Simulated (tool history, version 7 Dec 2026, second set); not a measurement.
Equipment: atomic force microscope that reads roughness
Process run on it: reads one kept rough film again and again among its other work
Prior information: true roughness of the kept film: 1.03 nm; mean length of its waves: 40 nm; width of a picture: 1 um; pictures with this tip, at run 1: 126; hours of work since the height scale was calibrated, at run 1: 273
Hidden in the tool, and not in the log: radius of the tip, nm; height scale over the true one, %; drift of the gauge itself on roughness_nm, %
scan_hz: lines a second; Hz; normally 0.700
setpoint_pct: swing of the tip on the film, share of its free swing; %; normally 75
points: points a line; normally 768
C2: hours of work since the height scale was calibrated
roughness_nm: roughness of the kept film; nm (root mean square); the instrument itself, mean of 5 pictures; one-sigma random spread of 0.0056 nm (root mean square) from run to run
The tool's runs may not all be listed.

Run 1, hour 0.0: usual settings; pictures with this tip 126; C2 273. Result: roughness_nm 0.964 nm (root mean square).
Run 2, hour 14.4: usual settings; pictures with this tip 148; C2 280. Result: roughness_nm 0.969 nm (root mean square).
Run 3, hour 26.7: usual settings; pictures with this tip 167; C2 286. Result: roughness_nm 0.962 nm (root mean square).
Run 4, hour 37.9: usual settings but points 267; pictures with this tip 184; C2 292. Result: roughness_nm 0.952 nm (root mean square).
Run 5, hour 54.5: usual settings but points 267; pictures with this tip 210; C2 301. Result: roughness_nm 0.942 nm (root mean square).
Run 6, hour 63.6: usual settings; pictures with this tip 224; C2 305. Result: roughness_nm 0.956 nm (root mean square).
Run 7, hour 78.3: usual settings; pictures with this tip 246; C2 313. Result: roughness_nm 0.954 nm (root mean square).
Run 8, hour 93.3: usual settings; pictures with this tip 269; C2 320. Result: roughness_nm 0.949 nm (root mean square).
Run 9, hour 102.0: usual settings but setpoint_pct 71 %; pictures with this tip 283; C2 325. Result: roughness_nm 0.954 nm (root mean square).
Run 10, hour 117.4: usual settings but setpoint_pct 71 %; pictures with this tip 306; C2 333. Result: roughness_nm 0.960 nm (root mean square).
Run 11, hour 131.5: usual settings but setpoint_pct 71 %; pictures with this tip 328; C2 340. Result: roughness_nm 0.945 nm (root mean square).
At hour 137.0: new tip fitted.
Run 12, hour 146.5: usual settings but setpoint_pct 71 %; pictures with this tip 14; C2 347. Result: roughness_nm 0.995 nm (root mean square).
Run 13, hour 155.7: usual settings but setpoint_pct 71 %; pictures with this tip 28; C2 352. Result: roughness_nm 0.984 nm (root mean square).
Run 14, hour 169.9: usual settings but points 677; pictures with this tip 50; C2 359. Result: roughness_nm 0.977 nm (root mean square).
Run 15, hour 176.8: usual settings but points 677; pictures with this tip 61; C2 363. Result: roughness_nm 0.988 nm (root mean square).
Run 16, hour 185.6: usual settings but points 376; pictures with this tip 75; C2 368. Result: roughness_nm 0.973 nm (root mean square).
Run 17, hour 201.9: usual settings but points 376; pictures with this tip 100; C2 376. Result: roughness_nm 0.971 nm (root mean square).
Run 18, hour 211.7: usual settings but points 376; pictures with this tip 115; C2 381. Result: roughness_nm 0.967 nm (root mean square).
Run 19, hour 219.3: usual settings but points 376; pictures with this tip 126; C2 385. Result: roughness_nm 0.964 nm (root mean square).
Run 20, hour 232.3: usual settings but points 376; pictures with this tip 146; C2 391. Result: roughness_nm 0.963 nm (root mean square).
Run 21, hour 248.5: usual settings but scan_hz 0.536 Hz; pictures with this tip 171; C2 400. Result: roughness_nm 0.975 nm (root mean square).
Run 22, hour 257.6: usual settings but scan_hz 0.536 Hz; pictures with this tip 185; C2 404. Result: roughness_nm 0.970 nm (root mean square).
Run 23, hour 273.9: usual settings but setpoint_pct 85 %; pictures with this tip 210; C2 413. Result: roughness_nm 0.934 nm (root mean square).
Run 24, hour 286.2: usual settings but setpoint_pct 85 %; pictures with this tip 229; C2 419. Result: roughness_nm 0.926 nm (root mean square).
Run 25, hour 297.5: usual settings but setpoint_pct 85 %; pictures with this tip 247; C2 425. Result: roughness_nm 0.934 nm (root mean square).
Run 26, hour 311.2: usual settings but setpoint_pct 85 %; pictures with this tip 268; C2 432. Result: roughness_nm 0.930 nm (root mean square).
Run 27, hour 323.2: usual settings but setpoint_pct 85 %; pictures with this tip 286; C2 438. Result: roughness_nm 0.927 nm (root mean square).
Run 28, hour 337.5: usual settings but setpoint_pct 85 %; pictures with this tip 308; C2 445. Result: roughness_nm 0.927 nm (root mean square).
Run 29, hour 353.0: usual settings but scan_hz 1.523 Hz, setpoint_pct 83 %, points 282; pictures with this tip 332; C2 453. Result: roughness_nm 0.871 nm (root mean square).
At hour 355.0: new tip fitted.
Run 30, hour 369.1: usual settings but scan_hz 2.875 Hz, setpoint_pct 88 %, points 282; pictures with this tip 22; C2 461. Result: roughness_nm 0.809 nm (root mean square).
Run 31, hour 383.6: usual settings but scan_hz 2.469 Hz, setpoint_pct 83 %, points 353; pictures with this tip 44; C2 469. Result: roughness_nm 0.847 nm (root mean square).
Run 32, hour 396.6: usual settings but scan_hz 2.213 Hz, setpoint_pct 71 %, points 789; pictures with this tip 64; C2 475. Result: roughness_nm 0.937 nm (root mean square).
Run 33, hour 408.6: usual settings but scan_hz 2.241 Hz, setpoint_pct 63 %, points 299; pictures with this tip 83; C2 482. Result: roughness_nm 0.948 nm (root mean square).
Run 34, hour 419.0: usual settings but scan_hz 3.654 Hz, setpoint_pct 59 %, points 757; pictures with this tip 99; C2 487. Result: roughness_nm 0.945 nm (root mean square).
Run 35, hour 429.8: usual settings but scan_hz 3.654 Hz, setpoint_pct 59 %, points 757; pictures with this tip 116; C2 492. Result: roughness_nm 0.943 nm (root mean square).
Run 36, hour 440.4: usual settings but scan_hz 1.143 Hz, setpoint_pct 68 %; pictures with this tip 132; C2 498. Result: roughness_nm 0.967 nm (root mean square).
Run 37, hour 457.1: usual settings but scan_hz 3.324 Hz; pictures with this tip 158; C2 506. Result: roughness_nm 0.866 nm (root mean square).
Run 38, hour 472.9: usual settings but scan_hz 1.737 Hz, setpoint_pct 89 %, points 613; pictures with this tip 182; C2 514. Result: roughness_nm 0.856 nm (root mean square).
Run 39, hour 487.1: usual settings but scan_hz 1.436 Hz, setpoint_pct 89 %, points 458; pictures with this tip 204; C2 522. Result: roughness_nm 0.868 nm (root mean square).
Run 40, hour 497.9: usual settings but scan_hz 1.436 Hz, setpoint_pct 89 %, points 458; pictures with this tip 220; C2 527. Result: roughness_nm 0.876 nm (root mean square).
Run 41, hour 514.0: usual settings but setpoint_pct 74 %, points 294; pictures with this tip 245; C2 536. Result: roughness_nm 0.947 nm (root mean square).
Run 42, hour 523.2: usual settings but setpoint_pct 74 %, points 294; pictures with this tip 259; C2 540. Result: roughness_nm 0.942 nm (root mean square).
Run 43, hour 531.5: usual settings but scan_hz 0.559 Hz, setpoint_pct 74 %, points 294; pictures with this tip 272; C2 544. Result: roughness_nm 0.947 nm (root mean square).
Run 44, hour 547.6: usual settings but scan_hz 0.559 Hz, setpoint_pct 74 %, points 294; pictures with this tip 297; C2 553. Result: roughness_nm 0.939 nm (root mean square).
Run 45, hour 558.0: usual settings but scan_hz 0.831 Hz, setpoint_pct 77 %, points 295; pictures with this tip 313; C2 558. Result: roughness_nm 0.927 nm (root mean square).
Run 46, hour 571.1: usual settings but scan_hz 1.815 Hz, setpoint_pct 62 %, points 796; pictures with this tip 333; C2 565. Result: roughness_nm 0.938 nm (root mean square).
At hour 572.4: new tip fitted.
Run 47, hour 582.4: usual settings but setpoint_pct 86 %; pictures with this tip 16; C2 570. Result: roughness_nm 0.968 nm (root mean square).
Run 48, hour 590.2: usual settings but setpoint_pct 86 %; pictures with this tip 28; C2 574. Result: roughness_nm 0.957 nm (root mean square).
Run 49, hour 605.2: usual settings but scan_hz 1.931 Hz, setpoint_pct 84 %, points 566; pictures with this tip 51; C2 582. Result: roughness_nm 0.883 nm (root mean square).
Run 50, hour 615.3: usual settings but scan_hz 1.931 Hz, setpoint_pct 84 %, points 566; pictures with this tip 66; C2 587. Result: roughness_nm 0.881 nm (root mean square).
Run 51, hour 628.6: usual settings but scan_hz 0.961 Hz, setpoint_pct 70 %, points 730; pictures with this tip 87; C2 594. Result: roughness_nm 0.965 nm (root mean square).
Run 52, hour 640.7: usual settings but setpoint_pct 70 %, points 903; pictures with this tip 105; C2 600. Result: roughness_nm 0.980 nm (root mean square).

What if the next run were any one of these 4? Each begins from the tool's condition after run 52:
Run A, hour 651.3: usual settings but scan_hz 3.691 Hz, setpoint_pct 70 %, points 903; pictures with this tip 122; C2 606. Result: roughness_nm ?.
Run B, hour 651.3: usual settings but scan_hz 1.146 Hz, points 329; pictures with this tip 122; C2 606. Result: roughness_nm ?.
Run C, hour 651.3: usual settings but scan_hz 2.022 Hz; pictures with this tip 122; C2 606. Result: roughness_nm ?.
Run D, hour 651.3: usual settings but scan_hz 0.635 Hz, setpoint_pct 67 %, points 310; pictures with this tip 122; C2 606. Result: roughness_nm ?.

run  roughness_nm
  A         0.889
  B         0.954
  C         0.912
  D         0.981
Stripped of hidden state, with their random variation kept, the same runs would have yielded:
run  roughness_nm
  A         0.900
  B         0.966
  C         0.923
  D         0.993
